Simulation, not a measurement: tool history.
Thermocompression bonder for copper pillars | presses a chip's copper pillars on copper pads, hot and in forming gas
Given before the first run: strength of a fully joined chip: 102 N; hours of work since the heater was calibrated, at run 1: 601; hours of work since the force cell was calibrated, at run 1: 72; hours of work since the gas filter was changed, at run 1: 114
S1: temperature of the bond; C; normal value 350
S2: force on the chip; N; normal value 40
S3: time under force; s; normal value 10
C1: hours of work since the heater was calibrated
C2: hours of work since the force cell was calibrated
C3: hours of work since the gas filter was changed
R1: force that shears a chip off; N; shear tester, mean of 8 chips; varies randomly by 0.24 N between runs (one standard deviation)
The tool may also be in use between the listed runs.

run	hour	S1	S2	S3	C1	C2	C3	R1
1	0	350	40	10	601	72	114	52.8
2	21.7	350	40	10	610	81	123	52.5
3	43.5	350	40	10	619	90	132	52.5
4	69.8	350	32	10	630	100	143	44.4
5	92.4	350	32	10	639	110	152	44.5
6	108.8	350	40	10	645	116	159	52.4
7	129.1	350	40	10	654	124	167	52.2
8	144	350	40	10	660	131	173	52
9	172.3	350	40	10	671	142	185	51.6
10	191.3	350	40	10	679	150	192	51.6
11	213.7	350	40	10	688	159	201	52
12	237	350	40	15	698	168	211	58.6
13	258.8	350	40	15	706	177	220	58.2
14	282.4	350	40	15	716	187	229	58.1
15	308.6	346	49	14	727	197	240	62.7
16	324.4	340	40	7	733	204	246	41.7
17	349.4	340	40	6	743	214	256	39.7
18	380.6	367	28	6	756	227	269	37.1
19	399.4	364	40	5	764	234	277	44.7
20	428.3	364	40	5	775	246	289	44
21	459.3	364	40	5	788	259	301	44.2
22	489.9	357	40	16	800	271	314	60.7
23	513	329	40	10	810	280	323	43
# hour 520.6: forming gas filter changed
24	531	361	40	6	817	288	4	51.3
25	559.3	334	49	6	828	299	16	48
26	584.6	334	31	6	839	309	26	33.2
27	616.4	338	29	8	852	322	39	36.7

4 options for the next run, each taken on its own from the tool as it stands now. Forecast them:
# hour 632.8: heater calibrated with a thermocouple chip
A	642.1	343	32	22	4	332	49	?
# hour 632.8: heater calibrated with a thermocouple chip
B	642.1	341	53	16	4	332	49	?
# hour 632.8: heater calibrated with a thermocouple chip
C	642.1	338	32	8	4	332	49	?
# hour 632.8: heater calibrated with a thermocouple chip
D	642.1	338	29	12	4	332	49	?

run	R1
A	54.3
B	66.8
C	35.9
D	39
Take away the tool's hidden state, keep each run's random variation, and the runs would have read:
run	R1
A	54.4
B	67.1
C	35.9
D	39

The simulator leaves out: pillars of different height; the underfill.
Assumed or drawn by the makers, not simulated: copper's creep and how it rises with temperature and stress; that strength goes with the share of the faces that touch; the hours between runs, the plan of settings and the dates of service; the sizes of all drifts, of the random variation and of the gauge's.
